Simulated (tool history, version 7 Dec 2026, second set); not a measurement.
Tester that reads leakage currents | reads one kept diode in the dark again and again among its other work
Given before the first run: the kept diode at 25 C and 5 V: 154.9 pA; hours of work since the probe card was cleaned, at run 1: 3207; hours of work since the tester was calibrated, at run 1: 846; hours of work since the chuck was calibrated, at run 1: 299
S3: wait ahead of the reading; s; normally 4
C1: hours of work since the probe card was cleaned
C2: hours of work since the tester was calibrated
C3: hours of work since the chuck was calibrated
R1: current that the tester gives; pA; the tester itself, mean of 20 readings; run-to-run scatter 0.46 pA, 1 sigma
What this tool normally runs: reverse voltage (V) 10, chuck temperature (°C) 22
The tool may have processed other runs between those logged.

{"run": 1, "hour": 0.0, "reverse voltage (V)": 10, "chuck temperature (°C)": 22, "S3": 4, "C1": 3207, "C2": 846, "C3": 299, "R1": 153.72}
{"run": 2, "hour": 29.6, "reverse voltage (V)": 2.9, "chuck temperature (°C)": 22, "S3": 4, "C1": 3224, "C2": 864, "C3": 316, "R1": 100.09}
{"run": 3, "hour": 56.2, "reverse voltage (V)": 10, "chuck temperature (°C)": 22, "S3": 4, "C1": 3239, "C2": 879, "C3": 332, "R1": 153.02}
{"run": 4, "hour": 75.4, "reverse voltage (V)": 16, "chuck temperature (°C)": 22, "S3": 4, "C1": 3251, "C2": 890, "C3": 343, "R1": 180.32}
{"run": 5, "hour": 105.7, "reverse voltage (V)": 16, "chuck temperature (°C)": 22, "S3": 4, "C1": 3268, "C2": 908, "C3": 361, "R1": 180.81}
{"run": 6, "hour": 138.0, "reverse voltage (V)": 10, "chuck temperature (°C)": 22, "S3": 4, "C1": 3287, "C2": 927, "C3": 379, "R1": 153.53}
{"run": 7, "hour": 156.2, "reverse voltage (V)": 10, "chuck temperature (°C)": 22, "S3": 4, "C1": 3298, "C2": 937, "C3": 390, "R1": 153.66}
{"run": 8, "hour": 181.4, "reverse voltage (V)": 10, "chuck temperature (°C)": 22, "S3": 4, "C1": 3312, "C2": 952, "C3": 405, "R1": 153.96}
{"run": 9, "hour": 216.9, "reverse voltage (V)": 10, "chuck temperature (°C)": 32, "S3": 4, "C1": 3333, "C2": 973, "C3": 425, "R1": 351.72}
{"hour": 231.0, "done": "probe card cleaned and baked"}
{"run": 10, "hour": 248.5, "reverse voltage (V)": 10, "chuck temperature (°C)": 22, "S3": 1.15, "C1": 10, "C2": 989, "C3": 442, "R1": 154.8}
{"run": 11, "hour": 263.1, "reverse voltage (V)": 10, "chuck temperature (°C)": 22, "S3": 1.15, "C1": 19, "C2": 998, "C3": 451, "R1": 155.88}
{"run": 12, "hour": 297.2, "reverse voltage (V)": 10, "chuck temperature (°C)": 22, "S3": 1.15, "C1": 39, "C2": 1018, "C3": 470, "R1": 155.1}
{"run": 13, "hour": 312.6, "reverse voltage (V)": 10, "chuck temperature (°C)": 22, "S3": 1.15, "C1": 48, "C2": 1027, "C3": 479, "R1": 154.14}
{"run": 14, "hour": 337.3, "reverse voltage (V)": 10, "chuck temperature (°C)": 22, "S3": 1.15, "C1": 62, "C2": 1041, "C3": 494, "R1": 155.42}
{"run": 15, "hour": 364.0, "reverse voltage (V)": 10, "chuck temperature (°C)": 22, "S3": 1.15, "C1": 78, "C2": 1057, "C3": 509, "R1": 154.93}
{"run": 16, "hour": 388.9, "reverse voltage (V)": 10, "chuck temperature (°C)": 22, "S3": 1.15, "C1": 92, "C2": 1071, "C3": 524, "R1": 155.58}
{"run": 17, "hour": 406.6, "reverse voltage (V)": 2.1, "chuck temperature (°C)": 22, "S3": 4, "C1": 102, "C2": 1081, "C3": 534, "R1": 89.02}
{"run": 18, "hour": 424.0, "reverse voltage (V)": 2.1, "chuck temperature (°C)": 22, "S3": 4, "C1": 112, "C2": 1092, "C3": 544, "R1": 89.08}
{"run": 19, "hour": 445.8, "reverse voltage (V)": 10, "chuck temperature (°C)": 22, "S3": 2.85, "C1": 125, "C2": 1104, "C3": 557, "R1": 153.94}
{"run": 20, "hour": 460.8, "reverse voltage (V)": 10, "chuck temperature (°C)": 22, "S3": 5.66, "C1": 134, "C2": 1113, "C3": 566, "R1": 152.77}
{"run": 21, "hour": 496.2, "reverse voltage (V)": 14.3, "chuck temperature (°C)": 41, "S3": 0.52, "C1": 155, "C2": 1134, "C3": 586, "R1": 796.86}
{"run": 22, "hour": 520.6, "reverse voltage (V)": 14.3, "chuck temperature (°C)": 41, "S3": 0.52, "C1": 169, "C2": 1148, "C3": 601, "R1": 797.04}

Forecast run 23:
{"run": 23, "hour": 542.7, "reverse voltage (V)": 14.3, "chuck temperature (°C)": 41, "S3": 0.52, "C1": 182, "C2": 1161, "C3": 613, "R1": "?"}

{"run 23": {"R1": 800.65}}
Minus the tool's unlogged condition, the same run would have read R1 801.42 pA.
